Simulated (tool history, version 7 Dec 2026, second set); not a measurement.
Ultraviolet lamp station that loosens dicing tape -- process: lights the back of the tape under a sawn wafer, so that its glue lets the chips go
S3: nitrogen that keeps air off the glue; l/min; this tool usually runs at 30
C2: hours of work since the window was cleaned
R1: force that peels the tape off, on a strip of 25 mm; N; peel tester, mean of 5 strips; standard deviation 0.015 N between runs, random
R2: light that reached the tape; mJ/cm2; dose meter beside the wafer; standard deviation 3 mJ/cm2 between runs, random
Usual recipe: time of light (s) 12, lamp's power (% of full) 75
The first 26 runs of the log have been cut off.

Run 27, hour 1851.1: usual settings but time of light (s) 17, lamp's power (% of full) 79, S3 26 l/min; hours of work of the lamp 750; C2 265. Result: R1 0.816 N, R2 447 mJ/cm2.
At hour 1870.7: lamp changed.
Run 28, hour 1898.5: usual settings but time of light (s) 10, lamp's power (% of full) 66; hours of work of the lamp 19; C2 297. Result: R1 1.403 N, R2 302 mJ/cm2.
Run 29, hour 1952.2: usual settings but time of light (s) 24, lamp's power (% of full) 94, S3 10 l/min; hours of work of the lamp 56; C2 334. Result: R1 0.296 N, R2 1002 mJ/cm2.
Run 30, hour 1997.3: usual settings but lamp's power (% of full) 67, S3 10 l/min; hours of work of the lamp 88; C2 365. Result: R1 1.586 N, R2 344 mJ/cm2.
Run 31, hour 2061.9: usual settings but time of light (s) 18; hours of work of the lamp 132; C2 410. Result: R1 0.507 N, R2 562 mJ/cm2.
At hour 2114.8: window cleaned of glue's vapour.
Run 32, hour 2137.6: usual settings but time of light (s) 18; hours of work of the lamp 184; C2 16. Result: R1 0.392 N, R2 637 mJ/cm2.
Run 33, hour 2183.7: usual settings but time of light (s) 20, lamp's power (% of full) 97; hours of work of the lamp 216; C2 48. Result: R1 0.233 N, R2 891 mJ/cm2.
Run 34, hour 2270.6: usual settings but time of light (s) 8, lamp's power (% of full) 94, S3 9 l/min; hours of work of the lamp 276; C2 108. Result: R1 1.754 N, R2 332 mJ/cm2.
Run 35, hour 2330.2: usual settings but time of light (s) 8, lamp's power (% of full) 94, S3 9 l/min; hours of work of the lamp 318; C2 149. Result: R1 1.793 N, R2 323 mJ/cm2.
Run 36, hour 2423.9: usual settings but lamp's power (% of full) 62, S3 17 l/min; hours of work of the lamp 382; C2 214. Result: R1 1.547 N, R2 308 mJ/cm2.
Run 37, hour 2500.8: usual settings but lamp's power (% of full) 62, S3 17 l/min; hours of work of the lamp 436; C2 267. Result: R1 1.57 N, R2 287 mJ/cm2.
Run 38, hour 2583.8: usual settings but time of light (s) 11; hours of work of the lamp 493; C2 324. Result: R1 1.307 N, R2 303 mJ/cm2.
Run 39, hour 2657.3: usual settings but time of light (s) 7; hours of work of the lamp 544; C2 375. Result: R1 2.133 N, R2 190 mJ/cm2.
Run 40, hour 2745.8: usual settings but time of light (s) 7; hours of work of the lamp 605; C2 437. Result: R1 2.317 N, R2 183 mJ/cm2.

Forecast each of these 5 alternatives for the next run:
At hour 2758.4: window cleaned of glue's vapour.
Run A, hour 2826.6: usual settings but time of light (s) 17, lamp's power (% of full) 81, S3 24 l/min; hours of work of the lamp 661; C2 47. Result: R1 ?, R2 ?.
At hour 2758.4: window cleaned of glue's vapour.
Run B, hour 2826.6: usual settings but lamp's power (% of full) 85, S3 21 l/min; hours of work of the lamp 661; C2 47. Result: R1 ?, R2 ?.
At hour 2758.4: window cleaned of glue's vapour.
Run C, hour 2826.6: usual settings but time of light (s) 11, lamp's power (% of full) 99, S3 26 l/min; hours of work of the lamp 661; C2 47. Result: R1 ?, R2 ?.
At hour 2758.4: window cleaned of glue's vapour.
Run D, hour 2826.6: usual settings but time of light (s) 15, lamp's power (% of full) 89, S3 27 l/min; hours of work of the lamp 661; C2 47. Result: R1 ?, R2 ?.
At hour 2758.4: window cleaned of glue's vapour.
Run E, hour 2826.6: usual settings but time of light (s) 6, lamp's power (% of full) 86, S3 10 l/min; hours of work of the lamp 661; C2 47. Result: R1 ?, R2 ?.

run     R1   R2
  A  0.614  525
  B  1.098  381
  C  0.918  413
  D  0.609  508
  E  2.634  196
The same runs, with their run-to-run variation unchanged, on a tool lacking any hidden condition would have given:
run     R1   R2
  A  0.362  700
  B  0.693  510
  C   0.56  551
  D  0.362  677
  E  2.109  261
